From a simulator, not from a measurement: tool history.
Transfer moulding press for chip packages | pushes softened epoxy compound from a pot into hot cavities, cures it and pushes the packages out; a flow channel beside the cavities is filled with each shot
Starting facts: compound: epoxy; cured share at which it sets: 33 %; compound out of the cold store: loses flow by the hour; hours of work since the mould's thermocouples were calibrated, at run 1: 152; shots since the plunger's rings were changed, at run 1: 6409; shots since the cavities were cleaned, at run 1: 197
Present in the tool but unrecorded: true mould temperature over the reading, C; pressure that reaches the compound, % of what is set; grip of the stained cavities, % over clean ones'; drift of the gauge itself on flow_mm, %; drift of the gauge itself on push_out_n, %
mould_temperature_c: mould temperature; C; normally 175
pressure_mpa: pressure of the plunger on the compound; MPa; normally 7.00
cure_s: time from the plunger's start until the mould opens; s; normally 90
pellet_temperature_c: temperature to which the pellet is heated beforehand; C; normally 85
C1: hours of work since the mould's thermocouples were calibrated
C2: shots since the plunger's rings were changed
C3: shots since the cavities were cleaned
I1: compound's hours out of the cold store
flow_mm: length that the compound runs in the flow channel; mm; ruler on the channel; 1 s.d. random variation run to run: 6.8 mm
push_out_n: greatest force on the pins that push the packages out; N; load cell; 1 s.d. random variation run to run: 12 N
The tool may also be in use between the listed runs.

run 1 hour=0.0 | mould_temperature_c=175 pressure_mpa=7.00 cure_s=90 pellet_temperature_c=85 | C1=152 C2=6409 C3=197 | I1=25.9 | flow_mm=732 push_out_n=709
run 2 hour=7.7 | mould_temperature_c=175 pressure_mpa=7.00 cure_s=90 pellet_temperature_c=85 | C1=155 C2=6479 C3=267 | I1=19.9 | flow_mm=731 push_out_n=773
run 3 hour=17.8 | mould_temperature_c=168 pressure_mpa=7.00 cure_s=90 pellet_temperature_c=85 | C1=160 C2=6571 C3=359 | I1=12.8 | flow_mm=786 push_out_n=1336
run 4 hour=23.3 | mould_temperature_c=168 pressure_mpa=7.00 cure_s=90 pellet_temperature_c=85 | C1=163 C2=6622 C3=410 | I1=25.7 | flow_mm=732 push_out_n=1276
run 5 hour=30.5 | mould_temperature_c=175 pressure_mpa=8.31 cure_s=90 pellet_temperature_c=85 | C1=166 C2=6687 C3=475 | I1=39.1 | flow_mm=737 push_out_n=795
-- hour=34.1 cavities cleaned with cleaning compound and waxed
run 6 hour=43.0 | mould_temperature_c=174 pressure_mpa=7.00 cure_s=90 pellet_temperature_c=85 | C1=171 C2=6788 C3=82 | I1=42.6 | flow_mm=667 push_out_n=928
-- hour=53.9 plunger's sealing rings changed
run 7 hour=55.9 | mould_temperature_c=175 pressure_mpa=7.00 cure_s=90 pellet_temperature_c=85 | C1=176 C2=18 C3=176 | I1=15.7 | flow_mm=805 push_out_n=948
run 8 hour=62.6 | mould_temperature_c=175 pressure_mpa=7.00 cure_s=90 pellet_temperature_c=85 | C1=179 C2=80 C3=238 | I1=45.9 | flow_mm=708 push_out_n=889
run 9 hour=71.9 | mould_temperature_c=175 pressure_mpa=7.00 cure_s=90 pellet_temperature_c=85 | C1=184 C2=164 C3=322 | I1=9.9 | flow_mm=824 push_out_n=946
run 10 hour=78.9 | mould_temperature_c=175 pressure_mpa=7.00 cure_s=90 pellet_temperature_c=85 | C1=187 C2=228 C3=386 | I1=18.4 | flow_mm=794 push_out_n=916
run 11 hour=84.7 | mould_temperature_c=183 pressure_mpa=7.00 cure_s=90 pellet_temperature_c=85 | C1=190 C2=281 C3=439 | I1=21.0 | flow_mm=767 push_out_n=711
-- hour=92.3 cavities cleaned with cleaning compound and waxed
run 12 hour=92.3 | mould_temperature_c=175 pressure_mpa=7.00 cure_s=90 pellet_temperature_c=85 | C1=192 C2=336 C3=0 | I1=38.2 | flow_mm=721 push_out_n=544
-- hour=99.9 cavities cleaned with cleaning compound and waxed, once more
run 13 hour=102.9 | mould_temperature_c=175 pressure_mpa=7.00 cure_s=90 pellet_temperature_c=85 | C1=197 C2=419 C3=27 | I1=39.0 | flow_mm=711 push_out_n=554
run 14 hour=108.9 | mould_temperature_c=183 pressure_mpa=7.00 cure_s=85 pellet_temperature_c=92 | C1=199 C2=474 C3=82 | I1=14.6 | flow_mm=776 push_out_n=499
run 15 hour=120.5 | mould_temperature_c=176 pressure_mpa=6.13 cure_s=89 pellet_temperature_c=88 | C1=205 C2=580 C3=188 | I1=13.3 | flow_mm=744 push_out_n=680
run 16 hour=128.6 | mould_temperature_c=183 pressure_mpa=7.00 cure_s=127 pellet_temperature_c=85 | C1=209 C2=654 C3=262 | I1=27.1 | flow_mm=738 push_out_n=506
run 17 hour=134.8 | mould_temperature_c=183 pressure_mpa=7.00 cure_s=127 pellet_temperature_c=85 | C1=212 C2=711 C3=319 | I1=26.3 | flow_mm=744 push_out_n=547
run 18 hour=140.4 | mould_temperature_c=175 pressure_mpa=8.18 cure_s=76 pellet_temperature_c=85 | C1=214 C2=761 C3=369 | I1=39.2 | flow_mm=764 push_out_n=1088
run 19 hour=147.3 | mould_temperature_c=181 pressure_mpa=5.50 cure_s=90 pellet_temperature_c=94 | C1=217 C2=825 C3=433 | I1=24.5 | flow_mm=667 push_out_n=617
-- hour=155.4 cavities cleaned with cleaning compound and waxed
run 20 hour=156.6 | mould_temperature_c=170 pressure_mpa=5.50 cure_s=74 pellet_temperature_c=93 | C1=221 C2=896 C3=11 | I1=22.2 | flow_mm=700 push_out_n=1256
run 21 hour=162.9 | mould_temperature_c=172 pressure_mpa=5.30 cure_s=90 pellet_temperature_c=85 | C1=224 C2=954 C3=69 | I1=41.8 | flow_mm=620 push_out_n=712
run 22 hour=168.3 | mould_temperature_c=172 pressure_mpa=5.30 cure_s=90 pellet_temperature_c=85 | C1=227 C2=1002 C3=117 | I1=28.5 | flow_mm=659 push_out_n=777
run 23 hour=174.6 | mould_temperature_c=172 pressure_mpa=8.67 cure_s=125 pellet_temperature_c=77 | C1=230 C2=1060 C3=175 | I1=12.0 | flow_mm=906 push_out_n=513
run 24 hour=185.5 | mould_temperature_c=180 pressure_mpa=5.34 cure_s=84 pellet_temperature_c=82 | C1=235 C2=1159 C3=274 | I1=10.2 | flow_mm=695 push_out_n=677
run 25 hour=193.1 | mould_temperature_c=169 pressure_mpa=5.48 cure_s=90 pellet_temperature_c=80 | C1=238 C2=1228 C3=343 | I1=10.4 | flow_mm=733 push_out_n=1234
run 26 hour=202.2 | mould_temperature_c=168 pressure_mpa=5.75 cure_s=90 pellet_temperature_c=80 | C1=242 C2=1311 C3=426 | I1=24.2 | flow_mm=708 push_out_n=1316

For some of the steps in flow_mm from one run to the next: how much would appear even if the tool had no hidden state, given the settings, what came in and random variation, and how much remains for the hidden state plus any gauge scatter that the measured result and the result without hidden state don't share?
Run 5 -> 6: mould_temperature_c 175 -> 174, pressure_mpa 8.31 -> 7.00, cavities cleaned with cleaning compound and waxed. flow_mm -70 mm: hidden state +4, all else -74.
Run 6 -> 7: mould_temperature_c 174 -> 175, plunger's sealing rings changed. flow_mm +138 mm: hidden state +42, all else +96.
Run 22 -> 23: pressure_mpa 5.30 -> 8.67, cure_s 90 -> 125, pellet_temperature_c 85 -> 77. flow_mm +247 mm: hidden state -2, all else +249.
Run 23 -> 24: mould_temperature_c 172 -> 180, pressure_mpa 8.67 -> 5.34, cure_s 125 -> 84, pellet_temperature_c 77 -> 82. flow_mm -211 mm: hidden state +1, all else -212.
